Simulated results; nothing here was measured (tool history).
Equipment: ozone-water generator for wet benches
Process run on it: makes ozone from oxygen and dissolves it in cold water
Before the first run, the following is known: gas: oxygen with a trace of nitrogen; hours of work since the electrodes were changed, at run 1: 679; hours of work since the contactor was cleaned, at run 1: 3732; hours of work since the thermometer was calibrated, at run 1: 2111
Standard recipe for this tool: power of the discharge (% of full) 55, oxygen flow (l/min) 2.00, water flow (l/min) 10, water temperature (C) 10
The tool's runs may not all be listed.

| run | day | power of the discharge (% of full) | oxygen flow (l/min) | water flow (l/min) | water temperature (C) | hours of work since the electrodes were changed | hours of work since the contactor was cleaned | hours of work since the thermometer was calibrated | dissolved ozone (ppm) | ozone in the gas ahead of the water (g/m3) |
|---|---|---|---|---|---|---|---|---|---|---|
| 1 | 0.000 | 55 | 2.00 | 10 | 10 | 679 | 3732 | 2111 | 12.4 | 172.8 |
| 2 | 0.612 | 55 | 2.00 | 10 | 10 | 691 | 3744 | 2123 | 12.3 | 171.9 |
| 3 | 1.738 | 55 | 2.00 | 10 | 10 | 713 | 3766 | 2145 | 12.1 | 172.8 |
| 4 | 2.792 | 55 | 2.00 | 10 | 10 | 733 | 3786 | 2165 | 12.0 | 170.5 |
| 5 | 3.667 | 55 | 2.00 | 10 | 10 | 750 | 3803 | 2182 | 12.2 | 171.4 |
| 6 | 4.750 | 55 | 1.75 | 10 | 10 | 771 | 3824 | 2203 | 11.6 | 178.2 |
| 7 | 5.908 | 55 | 1.75 | 10 | 10 | 794 | 3847 | 2226 | 11.9 | 178.5 |
| 8 | 6.429 | 55 | 2.00 | 8 | 10 | 804 | 3857 | 2236 | 14.8 | 172.3 |
| 9 | 7.279 | 55 | 2.56 | 8 | 10 | 820 | 3873 | 2252 | 15.7 | 157.6 |
| 10 | 7.800 | 55 | 2.56 | 8 | 10 | 830 | 3883 | 2262 | 15.9 | 158.1 |
| 11 | 8.517 | 55 | 2.56 | 8 | 10 | 844 | 3897 | 2276 | 15.6 | 155.4 |
| 12 | 9.542 | 80 | 2.00 | 10 | 10 | 864 | 3917 | 2296 | 17.2 | 241.8 |
| 13 | 10.500 | 55 | 2.00 | 10 | 10 | 883 | 3936 | 2315 | 12.4 | 172.5 |
| 14 | 11.679 | 55 | 2.00 | 10 | 10 | 906 | 3959 | 2338 | 12.1 | 172.0 |
| 15 | 12.333 | 55 | 2.00 | 10 | 10 | 919 | 3972 | 2351 | 12.1 | 171.8 |
| 16 | 13.367 | 53 | 2.00 | 10 | 10 | 939 | 3992 | 2371 | 11.7 | 166.1 |
| 17 | 14.100 | 53 | 2.00 | 10 | 10 | 953 | 4006 | 2385 | 11.8 | 164.5 |
|  | 14.383 | contactor cleaned |
| 18 | 15.329 | 53 | 2.00 | 10 | 10 | 973 | 18 | 2405 | 11.7 | 167.2 |
| 19 | 16.188 | 53 | 2.00 | 10 | 10 | 990 | 35 | 2422 | 11.6 | 165.0 |
| 20 | 17.029 | 48 | 2.00 | 10 | 10 | 1006 | 51 | 2438 | 10.7 | 151.8 |
| 21 | 18.025 | 48 | 2.00 | 10 | 10 | 1026 | 71 | 2458 | 10.6 | 149.7 |
|  | 19.262 | contactor cleaned, once more |
| 22 | 19.421 | 48 | 2.00 | 10 | 10 | 1050 | 3 | 2482 | 11.4 | 152.6 |
| 23 | 20.012 | 48 | 2.00 | 10 | 10 | 1061 | 15 | 2493 | 11.4 | 152.4 |
| 24 | 21.267 | 48 | 2.00 | 10 | 10 | 1086 | 39 | 2518 | 11.5 | 152.3 |
| 25 | 21.912 | 48 | 2.00 | 10 | 10 | 1098 | 52 | 2530 | 11.5 | 151.7 |
| 26 | 22.608 | 86 | 3.26 | 9 | 11 | 1112 | 65 | 2544 | 23.6 | 216.9 |
| 27 | 23.525 | 86 | 3.26 | 9 | 11 | 1129 | 83 | 2561 | 23.8 | 215.8 |
| 28 | 24.525 | 86 | 3.26 | 9 | 11 | 1149 | 102 | 2581 | 23.5 | 217.5 |
| 29 | 25.125 | 86 | 3.26 | 9 | 11 | 1161 | 114 | 2593 | 23.9 | 218.3 |
| 30 | 25.717 | 86 | 3.26 | 9 | 11 | 1172 | 125 | 2604 | 23.7 | 217.1 |
| 31 | 26.296 | 70 | 2.00 | 15 | 10 | 1183 | 137 | 2615 | 11.0 | 213.9 |
| 32 | 27.038 | 42 | 2.00 | 9 | 10 | 1198 | 151 | 2630 | 11.0 | 134.1 |
| 33 | 27.942 | 55 | 1.00 | 8 | 7 | 1215 | 169 | 2647 | 12.6 | 218.3 |

Each row is a separate what-if for the run after 33, all from the same tool condition, not one after another. Results?
| A | 28.725 | 70 | 2.00 | 14 | 15 | 1231 | 184 | 2662 | ? | ? |
| B | 28.725 | 71 | 2.29 | 10 | 10 | 1231 | 184 | 2662 | ? | ? |
| C | 28.725 | 67 | 1.00 | 7 | 18 | 1231 | 184 | 2662 | ? | ? |

| run | dissolved ozone (ppm) | ozone in the gas ahead of the water (g/m3) |
|---|---|---|
| A | 11.3 | 212.5 |
| B | 17.0 | 205.4 |
| C | 15.4 | 261.6 |
Stripped of hidden state, with their random variation kept, the same runs would have yielded:
| run | dissolved ozone (ppm) | ozone in the gas ahead of the water (g/m3) |
|---|---|---|
| A | 11.5 | 216.5 |
| B | 17.4 | 209.3 |
| C | 15.8 | 266.3 |

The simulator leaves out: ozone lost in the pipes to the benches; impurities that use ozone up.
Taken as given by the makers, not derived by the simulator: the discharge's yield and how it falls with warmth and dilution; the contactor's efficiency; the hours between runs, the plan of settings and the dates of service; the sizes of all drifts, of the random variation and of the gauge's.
